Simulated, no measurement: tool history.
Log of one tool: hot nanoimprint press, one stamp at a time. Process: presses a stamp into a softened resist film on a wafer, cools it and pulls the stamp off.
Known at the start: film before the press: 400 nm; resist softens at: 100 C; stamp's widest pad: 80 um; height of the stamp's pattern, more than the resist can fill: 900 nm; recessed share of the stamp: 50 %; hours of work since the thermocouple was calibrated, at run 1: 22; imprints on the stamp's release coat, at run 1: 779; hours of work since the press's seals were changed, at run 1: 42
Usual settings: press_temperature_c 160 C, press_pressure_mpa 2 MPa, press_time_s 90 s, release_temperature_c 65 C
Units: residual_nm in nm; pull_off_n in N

| run | hour | press_temperature_c | press_pressure_mpa | press_time_s | release_temperature_c | hours of work since the thermocouple was calibrated | imprints on the stamp's release coat | hours of work since the press's seals were changed | residual_nm | pull_off_n |
|---|---|---|---|---|---|---|---|---|---|---|
| 1 | 0 | 160 | 2 | 90 | 65 | 22 | 779 | 42 | 163 | 152 |
|  | 8.3 | stamp cleaned and given a new release coat |
| 2 | 14.8 | 160 | 2 | 117 | 65 | 27 | 22 | 48 | 148.7 | 123 |
| 3 | 28.6 | 160 | 2 | 54 | 65 | 36 | 68 | 57 | 191.5 | 123 |
| 4 | 40.8 | 160 | 2 | 54 | 65 | 44 | 110 | 65 | 193 | 127 |
| 5 | 48.5 | 160 | 2 | 54 | 65 | 49 | 135 | 70 | 190.9 | 127 |
| 6 | 64.1 | 160 | 2 | 54 | 65 | 60 | 188 | 80 | 192.4 | 130 |
| 7 | 70.8 | 160 | 3.18 | 90 | 65 | 64 | 210 | 84 | 124.7 | 131 |
| 8 | 85.9 | 160 | 2.37 | 90 | 65 | 74 | 261 | 94 | 146.4 | 133 |
| 9 | 96.6 | 160 | 2.37 | 90 | 65 | 81 | 297 | 101 | 150.7 | 137 |
| 10 | 107.8 | 160 | 2 | 91 | 65 | 88 | 335 | 108 | 166.9 | 137 |
| 11 | 122.9 | 160 | 2.68 | 90 | 65 | 98 | 385 | 118 | 139.3 | 140 |
| 12 | 135.2 | 160 | 2.68 | 90 | 65 | 106 | 427 | 126 | 138.7 | 140 |
| 13 | 150.1 | 160 | 2.68 | 90 | 65 | 116 | 477 | 136 | 140.4 | 140 |
| 14 | 160.4 | 160 | 2.68 | 90 | 65 | 123 | 511 | 143 | 140 | 140 |
| 15 | 168.1 | 160 | 2 | 90 | 65 | 128 | 537 | 148 | 164.2 | 142 |
| 16 | 178.2 | 160 | 2 | 72 | 65 | 134 | 571 | 155 | 178.6 | 147 |
| 17 | 189.1 | 160 | 2 | 79 | 52 | 141 | 608 | 162 | 173.9 | 191 |
| 18 | 203.9 | 156 | 1.3 | 79 | 52 | 151 | 658 | 171 | 253.7 | 195 |
| 19 | 215.8 | 160 | 1.49 | 72 | 52 | 159 | 698 | 179 | 211 | 199 |
| 20 | 222.9 | 151 | 1.49 | 135 | 52 | 164 | 721 | 184 | 247.1 | 200 |
| 21 | 230.6 | 159 | 2 | 64 | 65 | 169 | 747 | 189 | 191.9 | 153 |
|  | 234.5 | plate thermocouple calibrated |
|  | 251.4 | stamp cleaned and given a new release coat |
| 22 | 253.3 | 159 | 2 | 64 | 65 | 8 | 6 | 198 | 196.1 | 122 |
| 23 | 264.3 | 159 | 2 | 64 | 65 | 16 | 44 | 205 | 194.4 | 126 |
|  | 274.4 | plate thermocouple calibrated, once more |
| 24 | 282.4 | 169 | 2.51 | 90 | 62 | 5 | 94 | 215 | 100.1 | 133 |
| 25 | 290.1 | 160 | 1.22 | 141 | 65 | 10 | 120 | 220 | 185.4 | 132 |
| 26 | 299.2 | 149 | 2 | 89 | 65 | 16 | 151 | 226 | 247.3 | 126 |
| 27 | 310.2 | 149 | 2.75 | 67 | 50 | 23 | 187 | 233 | 234.3 | 183 |
| 28 | 324.2 | 160 | 2.96 | 48 | 65 | 33 | 235 | 242 | 161.2 | 132 |
| 29 | 333.3 | 160 | 1.81 | 177 | 65 | 39 | 265 | 248 | 138.4 | 132 |
| 30 | 340.9 | 160 | 1.81 | 177 | 65 | 44 | 291 | 253 | 137.8 | 133 |

3 ways to go on from here, each from the tool as it stands after run 30. What would each give?
| A | 347.7 | 160 | 2 | 119 | 65 | 48 | 313 | 258 | ? | ? |
| B | 347.7 | 155 | 2 | 90 | 65 | 48 | 313 | 258 | ? | ? |
| C | 347.7 | 155 | 2.31 | 124 | 65 | 48 | 313 | 258 | ? | ? |

| run | residual_nm | pull_off_n |
|---|---|---|
| A | 148 | 134 |
| B | 198.7 | 130 |
| C | 166.8 | 133 |
Without the tool's hidden state the same runs would have given:
| run | residual_nm | pull_off_n |
|---|---|---|
| A | 146.2 | 123 |
| B | 196.4 | 120 |
| C | 164.5 | 122 |

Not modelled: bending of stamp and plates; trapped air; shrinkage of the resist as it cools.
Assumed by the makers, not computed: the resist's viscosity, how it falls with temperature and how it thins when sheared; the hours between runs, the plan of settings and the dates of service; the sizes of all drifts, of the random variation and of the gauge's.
